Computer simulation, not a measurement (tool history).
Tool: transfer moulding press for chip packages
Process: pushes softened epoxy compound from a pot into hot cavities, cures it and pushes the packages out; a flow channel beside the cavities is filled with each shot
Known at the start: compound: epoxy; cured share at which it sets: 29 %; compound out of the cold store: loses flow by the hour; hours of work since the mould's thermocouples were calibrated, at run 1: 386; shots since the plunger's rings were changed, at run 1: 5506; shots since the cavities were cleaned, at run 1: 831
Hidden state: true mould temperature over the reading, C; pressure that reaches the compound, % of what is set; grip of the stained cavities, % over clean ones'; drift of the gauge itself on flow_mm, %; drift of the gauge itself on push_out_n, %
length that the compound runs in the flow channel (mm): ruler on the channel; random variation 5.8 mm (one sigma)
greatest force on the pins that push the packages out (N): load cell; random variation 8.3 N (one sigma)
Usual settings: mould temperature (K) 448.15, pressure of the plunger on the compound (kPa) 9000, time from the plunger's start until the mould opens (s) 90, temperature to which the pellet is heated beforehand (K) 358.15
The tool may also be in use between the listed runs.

run     day  mould temperature (K)  pressure of the plunger on the compound (kPa)  time from the plunger's start until the mould opens (s)  temperature to which the pellet is heated beforehand (K)  hours of work since the mould's thermocouples were calibrated  shots since the plunger's rings were changed  shots since the cavities were cleaned  incoming compound's hours out of the cold store  length that the compound runs in the flow channel (mm)  greatest force on the pins that push the packages out (N)
  1       0                 448.15                                           9000                                                       90                                                    358.15                                                            386                                          5506                                    831                                             28.7                                                     879                                                        691
      1.058  -- cavities cleaned with cleaning compound and waxed
  2   1.267                 448.15                                           9000                                                       90                                                    358.15                                                            404                                          5871                                     63                                             27.3                                                     880                                                        411
      1.696  -- plunger's sealing rings changed
  3   3.058                 448.15                                           9000                                                       90                                                    358.15                                                            429                                           413                                    576                                             16.3                                                     986                                                        668
  4   4.229                 448.15                                           9000                                                       90                                                    358.15                                                            447                                           768                                    931                                             24.3                                                     944                                                        709
      4.962  -- cavities cleaned with cleaning compound and waxed
  5   6.042                 448.15                                           9000                                                       90                                                    358.15                                                            473                                          1299                                    327                                             42.5                                                     842                                                        524
  6    7.85                 448.15                                          10760                                                       90                                                    358.15                                                            500                                          1849                                    877                                             16.5                                                    1063                                                        730
      8.812  -- cavities cleaned with cleaning compound and waxed
  7   9.512                 448.15                                           9000                                                       90                                                    358.15                                                            524                                          2334                                    213                                             39.3                                                     853                                                        486
  8  11.725                 448.15                                           7800                                                       90                                                    358.15                                                            557                                          3005                                    884                                             34.6                                                     819                                                        723
     12.629  -- cavities cleaned with cleaning compound and waxed
  9  13.025                 448.15                                           9000                                                       90                                                    358.15                                                            575                                          3380                                    119                                               23                                                     935                                                        490
 10  14.312                 448.15                                           9000                                                       90                                                    358.15                                                            595                                          3772                                    511                                             21.7                                                     941                                                        639
 11  15.296                 448.15                                           9000                                                       90                                                    358.15                                                            609                                          4069                                    808                                             44.9                                                     830                                                        687
     16.329  -- cavities cleaned with cleaning compound and waxed
 12   17.05                 448.15                                           9000                                                       90                                                    358.15                                                            635                                          4583                                    219                                             11.4                                                     972                                                        541
 13  18.208                 448.15                                           9000                                                       90                                                    358.15                                                            652                                          4934                                    570                                             27.8                                                     883                                                        666
 14  19.821                 448.15                                           9000                                                       90                                                    355.15                                                            676                                          5424                                   1060                                             25.2                                                     903                                                        780
     20.221  -- cavities cleaned with cleaning compound and waxed
 15  21.471                 448.15                                           7350                                                       90                                                    358.15                                                            700                                          5906                                    380                                             13.8                                                     860                                                        612
     21.854  -- plunger's sealing rings changed
 16  22.688                 448.15                                           9000                                                       90                                                    348.15                                                            716                                           252                                    717                                             34.5                                                     899                                                        678
      24.05  -- cavities cleaned with cleaning compound and waxed
 17  24.496                 448.15                                           9150                                                       90                                                    367.15                                                            742                                           782                                    135                                             14.5                                                    1008                                                        476
 18  26.688                 448.15                                           7300                                                       70                                                    366.15                                                            775                                          1447                                    800                                             19.5                                                     863                                                       1216
     27.062  -- mould's thermocouples calibrated
 19   27.75                 448.15                                           7300                                                       70                                                    366.15                                                             10                                          1745                                   1098                                             19.9                                                     858                                                       1262
      27.95  -- cavities cleaned with cleaning compound and waxed
 20  29.654                 449.15                                           7300                                                       70                                                    354.15                                                             38                                          2303                                    517                                             12.3                                                     892                                                       1056
 21  30.846                 449.15                                           7300                                                       70                                                    354.15                                                             56                                          2666                                    880                                               30                                                     807                                                       1146
     31.758  -- cavities cleaned with cleaning compound and waxed
 22  33.029                 449.15                                           7300                                                       70                                                    354.15                                                             87                                          3309                                    386                                             27.9                                                     808                                                        918
 23  34.638                 449.15                                           7300                                                       70                                                    354.15                                                            111                                          3796                                    873                                             43.5                                                     740                                                       1056
     35.588  -- cavities cleaned with cleaning compound and waxed
 24  37.054                 449.15                                           7140                                                       75                                                    358.15                                                            146                                          4511                                    445                                             43.7                                                     730                                                        784
 25  38.688                 449.15                                           8390                                                       93                                                    358.15                                                            171                                          5007                                    941                                             22.2                                                     883                                                        650
     39.383  -- cavities cleaned with cleaning compound and waxed
 26  40.188                 449.15                                           8390                                                       93                                                    358.15                                                            192                                          5444                                    245                                             43.2                                                     785                                                        442
     41.958  -- plunger's sealing rings changed
 27  42.571                 448.15                                           8270                                                       90                                                    348.15                                                            226                                           185                                    935                                              8.4                                                     984                                                        791

3 ways to go on from here, each from the tool as it stands after run 27. What would each give?
     43.217  -- cavities cleaned with cleaning compound and waxed
  A  44.192                 448.15                                           8270                                                       90                                                    367.15                                                            250                                           659                                    297                                             16.1                                                       ?                                                          ?
     43.217  -- cavities cleaned with cleaning compound and waxed
  B  44.192                 453.15                                           9100                                                       90                                                    358.15                                                            250                                           659                                    297                                             38.3                                                       ?                                                          ?
     43.217  -- cavities cleaned with cleaning compound and waxed
  C  44.192                 448.15                                           8530                                                       90                                                    358.15                                                            250                                           659                                    297                                             36.9                                                       ?                                                          ?

run  length that the compound runs in the flow channel (mm)  greatest force on the pins that push the packages out (N)
  A                                                     942                                                        543
  B                                                     885                                                        440
  C                                                     859                                                        535
Without the tool's hidden state the same runs would have given:
run  length that the compound runs in the flow channel (mm)  greatest force on the pins that push the packages out (N)
  A                                                     945                                                        367
  B                                                     888                                                        304
  C                                                     862                                                        365
